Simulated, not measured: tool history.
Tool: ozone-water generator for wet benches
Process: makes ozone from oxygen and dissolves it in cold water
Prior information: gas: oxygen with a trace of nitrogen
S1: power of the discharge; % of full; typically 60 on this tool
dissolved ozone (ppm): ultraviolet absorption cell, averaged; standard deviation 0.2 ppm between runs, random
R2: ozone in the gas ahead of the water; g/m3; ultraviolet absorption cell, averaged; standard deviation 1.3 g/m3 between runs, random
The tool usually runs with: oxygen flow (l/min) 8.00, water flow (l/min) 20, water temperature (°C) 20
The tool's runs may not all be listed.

{"run": 1, "hour": 0.0, "S1": 60, "oxygen flow (l/min)": 8.0, "water flow (l/min)": 20, "water temperature (°C)": 20, "dissolved ozone (ppm)": 27.9, "R2": 240.4}
{"run": 2, "hour": 32.6, "S1": 60, "oxygen flow (l/min)": 8.0, "water flow (l/min)": 20, "water temperature (°C)": 20, "dissolved ozone (ppm)": 27.7, "R2": 240.4}
{"run": 3, "hour": 71.9, "S1": 60, "oxygen flow (l/min)": 8.0, "water flow (l/min)": 20, "water temperature (°C)": 20, "dissolved ozone (ppm)": 27.9, "R2": 239.5}
{"run": 4, "hour": 99.5, "S1": 60, "oxygen flow (l/min)": 8.0, "water flow (l/min)": 20, "water temperature (°C)": 20, "dissolved ozone (ppm)": 27.8, "R2": 239.4}
{"run": 5, "hour": 122.2, "S1": 60, "oxygen flow (l/min)": 4.4, "water flow (l/min)": 20, "water temperature (°C)": 20, "dissolved ozone (ppm)": 29.5, "R2": 348.5}
{"run": 6, "hour": 164.3, "S1": 60, "oxygen flow (l/min)": 4.4, "water flow (l/min)": 20, "water temperature (°C)": 20, "dissolved ozone (ppm)": 29.4, "R2": 346.6}
{"run": 7, "hour": 193.0, "S1": 60, "oxygen flow (l/min)": 4.4, "water flow (l/min)": 20, "water temperature (°C)": 20, "dissolved ozone (ppm)": 29.2, "R2": 346.2}
{"run": 8, "hour": 232.5, "S1": 60, "oxygen flow (l/min)": 4.4, "water flow (l/min)": 20, "water temperature (°C)": 20, "dissolved ozone (ppm)": 29.3, "R2": 346.7}
{"run": 9, "hour": 278.5, "S1": 60, "oxygen flow (l/min)": 4.4, "water flow (l/min)": 20, "water temperature (°C)": 20, "dissolved ozone (ppm)": 29.0, "R2": 345.0}
{"run": 10, "hour": 316.2, "S1": 60, "oxygen flow (l/min)": 4.4, "water flow (l/min)": 20, "water temperature (°C)": 20, "dissolved ozone (ppm)": 29.0, "R2": 342.8}
{"run": 11, "hour": 336.8, "S1": 60, "oxygen flow (l/min)": 4.4, "water flow (l/min)": 20, "water temperature (°C)": 20, "dissolved ozone (ppm)": 29.2, "R2": 344.2}
{"run": 12, "hour": 379.6, "S1": 60, "oxygen flow (l/min)": 4.4, "water flow (l/min)": 20, "water temperature (°C)": 20, "dissolved ozone (ppm)": 29.5, "R2": 343.7}
{"run": 13, "hour": 399.6, "S1": 60, "oxygen flow (l/min)": 4.4, "water flow (l/min)": 20, "water temperature (°C)": 20, "dissolved ozone (ppm)": 29.4, "R2": 343.1}
{"run": 14, "hour": 444.2, "S1": 60, "oxygen flow (l/min)": 8.0, "water flow (l/min)": 22, "water temperature (°C)": 20, "dissolved ozone (ppm)": 25.4, "R2": 237.9}
{"run": 15, "hour": 487.1, "S1": 60, "oxygen flow (l/min)": 8.0, "water flow (l/min)": 22, "water temperature (°C)": 20, "dissolved ozone (ppm)": 25.5, "R2": 236.4}
{"run": 16, "hour": 528.5, "S1": 60, "oxygen flow (l/min)": 8.0, "water flow (l/min)": 20, "water temperature (°C)": 20, "dissolved ozone (ppm)": 26.9, "R2": 238.8}
{"run": 17, "hour": 554.2, "S1": 93, "oxygen flow (l/min)": 8.25, "water flow (l/min)": 16, "water temperature (°C)": 15, "dissolved ozone (ppm)": 50.0, "R2": 337.8}
{"run": 18, "hour": 579.5, "S1": 93, "oxygen flow (l/min)": 9.42, "water flow (l/min)": 16, "water temperature (°C)": 21, "dissolved ozone (ppm)": 42.8, "R2": 309.8}
{"run": 19, "hour": 625.0, "S1": 93, "oxygen flow (l/min)": 9.42, "water flow (l/min)": 16, "water temperature (°C)": 21, "dissolved ozone (ppm)": 42.6, "R2": 306.8}
{"run": 20, "hour": 668.3, "S1": 93, "oxygen flow (l/min)": 9.42, "water flow (l/min)": 16, "water temperature (°C)": 21, "dissolved ozone (ppm)": 42.0, "R2": 306.7}
{"run": 21, "hour": 702.6, "S1": 60, "oxygen flow (l/min)": 7.06, "water flow (l/min)": 20, "water temperature (°C)": 23, "dissolved ozone (ppm)": 25.9, "R2": 255.9}
{"run": 22, "hour": 721.6, "S1": 60, "oxygen flow (l/min)": 5.19, "water flow (l/min)": 19, "water temperature (°C)": 13, "dissolved ozone (ppm)": 33.1, "R2": 307.6}
{"run": 23, "hour": 743.7, "S1": 60, "oxygen flow (l/min)": 5.19, "water flow (l/min)": 19, "water temperature (°C)": 13, "dissolved ozone (ppm)": 33.2, "R2": 310.6}
{"run": 24, "hour": 762.3, "S1": 60, "oxygen flow (l/min)": 7.95, "water flow (l/min)": 12, "water temperature (°C)": 19, "dissolved ozone (ppm)": 38.8, "R2": 236.9}
{"run": 25, "hour": 802.1, "S1": 87, "oxygen flow (l/min)": 4.64, "water flow (l/min)": 28, "water temperature (°C)": 17, "dissolved ozone (ppm)": 29.0, "R2": 450.1}
{"run": 26, "hour": 834.6, "S1": 87, "oxygen flow (l/min)": 4.64, "water flow (l/min)": 28, "water temperature (°C)": 17, "dissolved ozone (ppm)": 29.1, "R2": 446.8}
{"run": 27, "hour": 865.5, "S1": 87, "oxygen flow (l/min)": 4.64, "water flow (l/min)": 28, "water temperature (°C)": 17, "dissolved ozone (ppm)": 29.0, "R2": 447.9}
{"run": 28, "hour": 889.6, "S1": 89, "oxygen flow (l/min)": 6.24, "water flow (l/min)": 14, "water temperature (°C)": 14, "dissolved ozone (ppm)": 55.9, "R2": 378.2}
{"run": 29, "hour": 927.5, "S1": 89, "oxygen flow (l/min)": 6.24, "water flow (l/min)": 14, "water temperature (°C)": 14, "dissolved ozone (ppm)": 56.2, "R2": 377.9}

What does the tool deliver on the next run?
{"run": 30, "hour": 950.4, "S1": 73, "oxygen flow (l/min)": 7.4, "water flow (l/min)": 13, "water temperature (°C)": 16, "dissolved ozone (ppm)": "?", "R2": "?"}

Run 30 yielded dissolved ozone (ppm) 45.7, R2 287.9 g/m3.
With the hidden condition absent and the run-to-run variation left alone, this run would have shown dissolved ozone (ppm) 48.4, R2 297.4 g/m3.
